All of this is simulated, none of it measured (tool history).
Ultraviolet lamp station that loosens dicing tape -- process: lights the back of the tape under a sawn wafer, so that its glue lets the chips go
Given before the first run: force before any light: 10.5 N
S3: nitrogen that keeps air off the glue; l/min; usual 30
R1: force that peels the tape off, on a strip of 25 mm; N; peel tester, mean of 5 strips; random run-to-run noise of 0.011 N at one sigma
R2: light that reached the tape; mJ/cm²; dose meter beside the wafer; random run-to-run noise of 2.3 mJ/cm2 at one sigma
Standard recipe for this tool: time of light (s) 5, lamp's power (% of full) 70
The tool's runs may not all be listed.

Run 1, hour 0.0: usual settings. Result: R1 0.498 N, R2 231 mJ/cm².
Run 2, hour 57.3: usual settings. Result: R1 0.508 N, R2 228 mJ/cm².
Run 3, hour 110.6: usual settings but time of light (s) 9. Result: R1 0.253 N, R2 410 mJ/cm².
Run 4, hour 140.2: usual settings. Result: R1 0.500 N, R2 227 mJ/cm².
Run 5, hour 196.5: usual settings. Result: R1 0.495 N, R2 221 mJ/cm².
At hour 216.1: window cleaned of glue's vapour.
Run 6, hour 240.4: usual settings. Result: R1 0.482 N, R2 224 mJ/cm².
Run 7, hour 272.3: usual settings. Result: R1 0.512 N, R2 222 mJ/cm².
Run 8, hour 307.1: usual settings. Result: R1 0.490 N, R2 225 mJ/cm².
Run 9, hour 348.8: usual settings. Result: R1 0.499 N, R2 223 mJ/cm².
Run 10, hour 392.4: usual settings. Result: R1 0.503 N, R2 228 mJ/cm².
Run 11, hour 445.6: usual settings but S3 31 l/min. Result: R1 0.488 N, R2 224 mJ/cm².
Run 12, hour 494.9: usual settings but S3 31 l/min. Result: R1 0.484 N, R2 227 mJ/cm².
Run 13, hour 521.6: usual settings. Result: R1 0.517 N, R2 225 mJ/cm².
Run 14, hour 582.4: usual settings. Result: R1 0.510 N, R2 228 mJ/cm².
Run 15, hour 615.0: usual settings. Result: R1 0.500 N, R2 221 mJ/cm².
Run 16, hour 668.9: usual settings but S3 22 l/min. Result: R1 0.652 N, R2 227 mJ/cm².
Run 17, hour 719.6: usual settings but lamp's power (% of full) 78. Result: R1 0.415 N, R2 254 mJ/cm².
Run 18, hour 748.8: usual settings but time of light (s) 7. Result: R1 0.298 N, R2 311 mJ/cm².
Run 19, hour 790.5: usual settings but time of light (s) 7. Result: R1 0.306 N, R2 315 mJ/cm².
Run 20, hour 834.9: usual settings but S3 49 l/min. Result: R1 0.365 N, R2 222 mJ/cm².
Run 21, hour 881.4: usual settings. Result: R1 0.522 N, R2 226 mJ/cm².
Run 22, hour 940.6: usual settings but time of light (s) 10. Result: R1 0.238 N, R2 451 mJ/cm².
At hour 963.5: window cleaned of glue's vapour.
Run 23, hour 966.7: usual settings but lamp's power (% of full) 100. Result: R1 0.295 N, R2 321 mJ/cm².
Run 24, hour 1002.1: usual settings but lamp's power (% of full) 76, S3 15 l/min. Result: R1 0.767 N, R2 246 mJ/cm².
Run 25, hour 1053.0: usual settings but S3 17 l/min. Result: R1 0.799 N, R2 224 mJ/cm².
Run 26, hour 1111.7: usual settings but time of light (s) 7. Result: R1 0.276 N, R2 308 mJ/cm².
Run 27, hour 1141.7: usual settings but time of light (s) 3, lamp's power (% of full) 67. Result: R1 1.522 N, R2 129 mJ/cm².
Run 28, hour 1203.0: usual settings but time of light (s) 8, S3 12 l/min. Result: R1 0.431 N, R2 358 mJ/cm².
Run 29, hour 1252.6: usual settings but time of light (s) 8, S3 12 l/min. Result: R1 0.451 N, R2 362 mJ/cm².
Run 30, hour 1312.7: usual settings but time of light (s) 2, S3 12 l/min. Result: R1 4.003 N, R2 91 mJ/cm².
Run 31, hour 1352.3: usual settings but time of light (s) 4, lamp's power (% of full) 93, S3 34 l/min. Result: R1 0.401 N, R2 238 mJ/cm².
Run 32, hour 1381.0: usual settings but lamp's power (% of full) 64, S3 26 l/min. Result: R1 0.677 N, R2 204 mJ/cm².
Run 33, hour 1405.8: usual settings but lamp's power (% of full) 82, S3 9 l/min. Result: R1 0.986 N, R2 264 mJ/cm².
Run 34, hour 1461.3: usual settings but time of light (s) 2, S3 18 l/min. Result: R1 3.407 N, R2 93 mJ/cm².
Run 35, hour 1497.3: usual settings but time of light (s) 6, lamp's power (% of full) 68, S3 18 l/min. Result: R1 0.580 N, R2 258 mJ/cm².
Run 36, hour 1554.1: usual settings but time of light (s) 6, lamp's power (% of full) 68, S3 18 l/min. Result: R1 0.570 N, R2 266 mJ/cm².
Run 37, hour 1592.6: usual settings but time of light (s) 6, lamp's power (% of full) 68, S3 18 l/min. Result: R1 0.577 N, R2 262 mJ/cm².
Run 38, hour 1628.4: usual settings but time of light (s) 3, S3 39 l/min. Result: R1 1.145 N, R2 138 mJ/cm².
Run 39, hour 1666.7: usual settings but time of light (s) 3, S3 9 l/min. Result: R1 2.942 N, R2 136 mJ/cm².
At hour 1708.9: window cleaned of glue's vapour.
Run 40, hour 1725.1: usual settings but lamp's power (% of full) 77, S3 49 l/min. Result: R1 0.319 N, R2 246 mJ/cm².
Run 41, hour 1771.4: usual settings but lamp's power (% of full) 68, S3 28 l/min. Result: R1 0.549 N, R2 220 mJ/cm².

Forecast each of these 4 alternatives for the next run:
Run A, hour 1800.4: usual settings but time of light (s) 6, lamp's power (% of full) 81, S3 29 l/min. Result: R1 ?, R2 ?.
Run B, hour 1800.4: usual settings but time of light (s) 7, lamp's power (% of full) 83, S3 56 l/min. Result: R1 ?, R2 ?.
Run C, hour 1800.4: usual settings but time of light (s) 4, lamp's power (% of full) 61, S3 12 l/min. Result: R1 ?, R2 ?.
Run D, hour 1800.4: usual settings but S3 18 l/min. Result: R1 ?, R2 ?.

run     R1   R2
  A  0.310  312
  B  0.249  374
  C  2.066  154
  D  0.754  223
Stripped of hidden state, with their random variation kept, the same runs would have yielded:
run     R1   R2
  A  0.309  312
  B  0.249  375
  C  2.061  154
  D  0.751  224
